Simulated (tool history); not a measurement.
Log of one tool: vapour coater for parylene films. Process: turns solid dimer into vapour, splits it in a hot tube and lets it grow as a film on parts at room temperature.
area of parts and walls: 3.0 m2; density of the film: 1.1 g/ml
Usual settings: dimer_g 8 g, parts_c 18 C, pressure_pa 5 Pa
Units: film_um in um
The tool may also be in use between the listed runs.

run	hour	dimer_g	parts_c	pressure_pa	film_um
1	0	8	18	5	1.5
2	55.7	8	18	5	1.5
3	99.1	8	18	5	1.45
4	134.6	8	18	5	1.48
5	181.3	9	18	5	1.66
6	213.5	8	12	5	1.76
7	260.9	10	18	5	1.81
8	301	7	18	5	1.24
9	355.8	7	18	5	1.24
10	404.6	3	28	6.4	0.38
11	460.8	6	18	2.35	1.11
12	484.7	8	18	2.2	1.45

Forecast run 13:
13	526.6	8	20	6.39	?

film_um: 1.29 um
Without the tool's hidden state the same run would have given film_um 1.45 um.
